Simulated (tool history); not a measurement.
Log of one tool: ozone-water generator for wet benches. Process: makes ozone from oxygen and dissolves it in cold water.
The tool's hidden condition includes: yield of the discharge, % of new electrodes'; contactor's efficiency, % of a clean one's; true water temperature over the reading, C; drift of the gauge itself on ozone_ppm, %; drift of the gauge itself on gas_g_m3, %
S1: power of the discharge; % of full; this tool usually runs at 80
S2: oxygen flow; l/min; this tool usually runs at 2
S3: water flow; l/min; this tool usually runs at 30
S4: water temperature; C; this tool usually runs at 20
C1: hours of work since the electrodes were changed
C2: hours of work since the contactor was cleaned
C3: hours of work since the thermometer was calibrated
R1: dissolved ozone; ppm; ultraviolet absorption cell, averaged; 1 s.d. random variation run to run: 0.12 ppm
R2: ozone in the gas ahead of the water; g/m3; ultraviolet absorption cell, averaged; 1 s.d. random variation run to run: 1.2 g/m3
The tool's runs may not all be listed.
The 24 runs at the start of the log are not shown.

run	hour	S1	S2	S3	S4	C1	C2	C3	R1	R2
25	4026.4	50	3.42	26	20	4387	705	1480	7.4	94.3
26	4241	69	1.84	19	23	4569	887	1662	10.5	165.7
27	4415.5	96	2	30	20	4717	1036	1811	9.1	199.5
28	4566.8	57	2	30	14	4846	1164	1939	6.6	135.9
29	4724.7	88	1.67	27	17	4980	1298	2074	9.1	200.6
30	4921.7	88	1.67	27	17	5148	1466	2241	8.9	198.6
31	5050.6	93	2.42	27	27	5257	1575	2351	9.5	170.8
32	5207.8	93	2.42	27	27	5391	1709	2484	9.2	168.3

Below are 3 alternative next runs, each starting from the tool's condition after run 32. Predict each:
A	5402.2	80	1.02	31	16	5556	1874	2649	?	?
B	5402.2	80	2	19	21	5556	1874	2649	?	?
C	5402.2	42	1.55	35	20	5556	1874	2649	?	?

run	R1	R2
A	6.1	242.4
B	11.6	167.1
C	4	122.5
The same runs, with their run-to-run variation unchanged, on a tool lacking any hidden condition would have given:
run	R1	R2
A	7.7	302.3
B	14.7	208.8
C	4.7	138.5
